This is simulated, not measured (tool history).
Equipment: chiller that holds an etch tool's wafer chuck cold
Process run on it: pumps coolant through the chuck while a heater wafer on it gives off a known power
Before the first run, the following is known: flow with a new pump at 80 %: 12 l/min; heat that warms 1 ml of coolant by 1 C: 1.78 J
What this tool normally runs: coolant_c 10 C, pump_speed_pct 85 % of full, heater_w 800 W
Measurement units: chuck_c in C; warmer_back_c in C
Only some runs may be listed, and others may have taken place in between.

run     day  coolant_c  pump_speed_pct  heater_w  chuck_c  warmer_back_c
  1       0         10              85       800     16.1           2.16
  2   2.183         10              82       800     16.4           2.25
  3   3.633         10              82       800     16.4           2.26
  4   6.188         10              82       800     16.3           2.27
  5   7.438         10              85       800     16.4           2.18
  6  10.162         10              85       800     16.3           2.16
  7  12.483         10              85       800     16.4           2.21
  8  14.571         10              85       800     16.3           2.16
  9    17.1         10              85       800     16.1           2.18
 10   18.35         10              85       800     16.3           2.18
 11  20.621         10              85      1192     19.4           3.25
     22.517  -- coolant changed, channels flushed
 12  23.588          2              97       551      5.1           1.36
 13  25.292          2              97       551      5.2           1.22
 14  27.546         18              96       826       23           1.99
 15  29.117         18              96       826       23              2
     30.533  -- chiller's thermometer calibrated
 16  31.021         17              81       651     21.6           1.86
 17  32.242         17              81       651     21.5           1.98
 18  33.708         13              87       571     16.9           1.51
 19  36.475          9              87       571     12.7           1.58
 20  38.746          9              87       571     12.7            1.5
 21  40.562          6              85       800     11.7           2.17

What if the next run were any one of these 4? Each begins from the tool's condition after run 21:
  A  43.162         16              86      1081        ?              ?
  B  43.162         15              88       684        ?              ?
  C  43.162         13              74       969        ?              ?
  D  43.162          8              85       800        ?              ?

run  chuck_c  warmer_back_c
  A     23.3           2.97
  B     19.6            1.8
  C     20.3           3.11
  D     13.4           2.25
Stripped of hidden state, with their random variation kept, the same runs would have yielded:
run  chuck_c  warmer_back_c
  A       23            2.8
  B     19.4            1.7
  C       20           2.94
  D     13.2           2.13
